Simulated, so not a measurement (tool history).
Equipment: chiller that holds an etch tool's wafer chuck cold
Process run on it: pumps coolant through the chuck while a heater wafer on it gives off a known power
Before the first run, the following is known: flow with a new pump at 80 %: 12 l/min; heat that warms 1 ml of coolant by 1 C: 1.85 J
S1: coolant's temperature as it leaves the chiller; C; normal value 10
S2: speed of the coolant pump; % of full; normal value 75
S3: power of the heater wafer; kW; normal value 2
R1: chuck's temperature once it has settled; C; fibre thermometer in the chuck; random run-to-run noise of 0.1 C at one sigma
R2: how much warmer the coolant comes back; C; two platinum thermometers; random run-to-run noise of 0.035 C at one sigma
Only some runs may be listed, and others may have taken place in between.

Run 1, day 0: usual settings. Result: R1 29.4 C, R2 5.78 C.
Run 2, day 1.225: usual settings. Result: R1 29.3 C, R2 5.83 C.
Run 3, day 2.375: usual settings. Result: R1 29.2 C, R2 5.86 C.
Run 4, day 3.988: usual settings but S3 1.095 kW. Result: R1 20.4 C, R2 3.2 C.
Run 5, day 5.158: usual settings but S3 1.481 kW. Result: R1 24.3 C, R2 4.27 C.
Run 6, day 7.1: usual settings but S3 1.481 kW. Result: R1 24.3 C, R2 4.31 C.
Run 7, day 8.404: usual settings but S3 1.481 kW. Result: R1 24.3 C, R2 4.33 C.
Run 8, day 9.804: usual settings but S3 1.481 kW. Result: R1 24.3 C, R2 4.34 C.
Run 9, day 11.55: usual settings but S3 1.481 kW. Result: R1 24.2 C, R2 4.31 C.
At day 12.117: chiller's thermometer calibrated.
Run 10, day 13.038: usual settings but S3 1.481 kW. Result: R1 24.8 C, R2 4.29 C.
Run 11, day 14.025: usual settings. Result: R1 29.8 C, R2 5.79 C.
Run 12, day 15: usual settings. Result: R1 29.7 C, R2 5.83 C.
Run 13, day 16.429: usual settings. Result: R1 29.8 C, R2 5.79 C.
Run 14, day 18.038: usual settings. Result: R1 29.7 C, R2 5.85 C.
Run 15, day 19.879: usual settings. Result: R1 29.7 C, R2 5.81 C.
Run 16, day 21.442: usual settings but S3 1.003 kW. Result: R1 19.9 C, R2 2.89 C.
Run 17, day 22.654: usual settings but S3 1.783 kW. Result: R1 27.7 C, R2 5.26 C.
Run 18, day 23.796: usual settings but S1 14 C, S2 83 % of full. Result: R1 32.5 C, R2 5.23 C.
Run 19, day 25.583: usual settings but S1 0 C, S2 95 % of full. Result: R1 17.1 C, R2 4.57 C.
Run 20, day 27.104: usual settings but S1 5 C, S3 1.528 kW. Result: R1 20.1 C, R2 4.49 C.
Run 21, day 28.979: usual settings but S1 5 C, S3 1.528 kW. Result: R1 20.3 C, R2 4.46 C.
Run 22, day 30.288: usual settings but S1 1 C, S3 2.816 kW. Result: R1 29.2 C, R2 8.22 C.
Run 23, day 32.062: usual settings but S1 1 C, S2 93 % of full, S3 1.609 kW. Result: R1 15.1 C, R2 3.8 C.
Run 24, day 33.708: usual settings but S2 90 % of full, S3 2.766 kW. Result: R1 34.7 C, R2 6.66 C.
Run 25, day 35.596: usual settings but S1 12 C, S2 83 % of full, S3 1.164 kW. Result: R1 22.7 C, R2 3.04 C.
Run 26, day 36.629: usual settings but S1 12 C, S2 83 % of full, S3 1.164 kW. Result: R1 22.9 C, R2 3.03 C.
Run 27, day 37.508: usual settings but S1 7 C, S2 95 % of full, S3 1.549 kW. Result: R1 20.4 C, R2 3.53 C.

Run 28, settings as shown, results not yet in. Your forecast:
Run 28, day 39.346: usual settings but S1 7 C, S2 95 % of full, S3 1.549 kW. Result: R1 ?, R2 ?.

R1: 20.3 C
R2: 3.52 C
Minus the tool's unlogged condition, the same run would have read R1 19 C, R2 3.48 C.
